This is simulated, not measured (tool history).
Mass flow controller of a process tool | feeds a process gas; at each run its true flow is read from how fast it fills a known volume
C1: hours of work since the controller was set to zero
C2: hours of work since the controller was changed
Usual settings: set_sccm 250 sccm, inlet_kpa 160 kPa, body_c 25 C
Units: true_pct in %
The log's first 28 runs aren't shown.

Run 29, hour 3330.6: usual settings but inlet_kpa 213 kPa, body_c 27 C; C1 6001; C2 6001. Result: true_pct 99.16 %.
Run 30, hour 3480.7: usual settings but inlet_kpa 213 kPa, body_c 27 C; C1 6119; C2 6119. Result: true_pct 99.16 %.
Run 31, hour 3610.1: usual settings but inlet_kpa 213 kPa, body_c 27 C; C1 6222; C2 6222. Result: true_pct 99.15 %.
Run 32, hour 3680.8: usual settings but inlet_kpa 213 kPa, body_c 27 C; C1 6277; C2 6277. Result: true_pct 99.11 %.
Run 33, hour 3846: usual settings but inlet_kpa 213 kPa, body_c 27 C; C1 6408; C2 6408. Result: true_pct 99.24 %.
Run 34, hour 3941.4: usual settings but set_sccm 75 sccm, inlet_kpa 213 kPa, body_c 32 C; C1 6483; C2 6483. Result: true_pct 94.27 %.
Run 35, hour 4066.7: usual settings but set_sccm 75 sccm, inlet_kpa 213 kPa, body_c 32 C; C1 6582; C2 6582. Result: true_pct 94.47 %.
Run 36, hour 4149.8: usual settings but set_sccm 162 sccm, inlet_kpa 213 kPa, body_c 24 C; C1 6648; C2 6648. Result: true_pct 98.1 %.
Run 37, hour 4231.1: usual settings but set_sccm 98 sccm, inlet_kpa 232 kPa, body_c 24 C; C1 6712; C2 6712. Result: true_pct 95.93 %.
Run 38, hour 4325: usual settings but set_sccm 184 sccm, inlet_kpa 207 kPa; C1 6786; C2 6786. Result: true_pct 98.43 %.
Run 39, hour 4498.9: usual settings but set_sccm 184 sccm, inlet_kpa 207 kPa; C1 6924; C2 6924. Result: true_pct 98.43 %.
Run 40, hour 4659.5: usual settings but set_sccm 184 sccm, inlet_kpa 207 kPa; C1 7051; C2 7051. Result: true_pct 98.53 %.
Run 41, hour 4821.7: usual settings but set_sccm 174 sccm, inlet_kpa 277 kPa, body_c 33 C; C1 7179; C2 7179. Result: true_pct 97.3 %.
Run 42, hour 4936.3: usual settings but set_sccm 174 sccm, inlet_kpa 277 kPa, body_c 33 C; C1 7270; C2 7270. Result: true_pct 97.57 %.

Run 43 comes next. What will it give?
Run 43, hour 5057.7: usual settings but set_sccm 174 sccm, inlet_kpa 178 kPa, body_c 33 C; C1 7365; C2 7365. Result: true_pct ?.

true_pct: 98.07 %
Without the tool's hidden state the same run would have given true_pct 98.01 %.

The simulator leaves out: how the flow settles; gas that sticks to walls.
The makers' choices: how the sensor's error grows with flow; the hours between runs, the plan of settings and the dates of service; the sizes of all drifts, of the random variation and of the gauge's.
